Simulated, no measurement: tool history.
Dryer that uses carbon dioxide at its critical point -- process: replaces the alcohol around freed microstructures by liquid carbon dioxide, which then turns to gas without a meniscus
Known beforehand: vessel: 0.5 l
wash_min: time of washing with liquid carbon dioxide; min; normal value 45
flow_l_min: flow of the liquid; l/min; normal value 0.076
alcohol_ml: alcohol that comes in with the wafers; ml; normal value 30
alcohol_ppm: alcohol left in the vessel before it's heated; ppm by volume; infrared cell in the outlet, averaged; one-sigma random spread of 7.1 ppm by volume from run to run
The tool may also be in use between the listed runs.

run   hour  wash_min  flow_l_min  alcohol_ml  alcohol_ppm
  1      0        45       0.076          30          472
  2    7.9        45       0.076          30          489
  3   16.7        45       0.076          30          480
  4   23.6        45      0.0647          30          996
  5   29.8        45       0.076          30          512
  6   41.7        45       0.076          30          512
  7   48.2        45       0.076          30          518
  8   58.9        45       0.076          30          554
  9   68.4        45       0.076          30          555
 10   79.2        45       0.076          30          562
 11   91.3        45       0.076          30          570
 12   97.4        45       0.076          30          570
 13  106.1        45       0.076          47          910
 14  113.5        45       0.076          47          934
 15  121.3        45       0.076          47          918
 16  132.5        45      0.0905          87          730
 17  141.9        72       0.076          30           92
 18  155.3        45       0.076          21          481
 19  162.3        29      0.0752          72         8006
 20  167.8        54      0.0829          30          215
 21    176        66      0.0607          41          469
 22  181.7        36       0.057          51         6920
 23  191.2        61      0.1092          51           71
 24  199.2        61      0.1092          51           80
 25  206.2        65      0.0478          30         1158
     209.4  -- inlet filter changed
 26  217.8        31      0.1107          30          382

Below are 5 alternative next runs, each starting from the tool's condition after run 26. Predict each:
  A  229.4        45      0.0859          30            ?
  B  229.4        67       0.076          81            ?
  C  229.4        53      0.1033          30            ?
  D  229.4        31      0.0555          30            ?
  E  229.4        29       0.076         114            ?

run  alcohol_ppm
  A          241
  B          143
  C           80
  D         4766
  E         8485
Had the tool no hidden state, the same runs would have come out as:
run  alcohol_ppm
  A          168
  B           78
  C           18
  D         4576
  E         8129
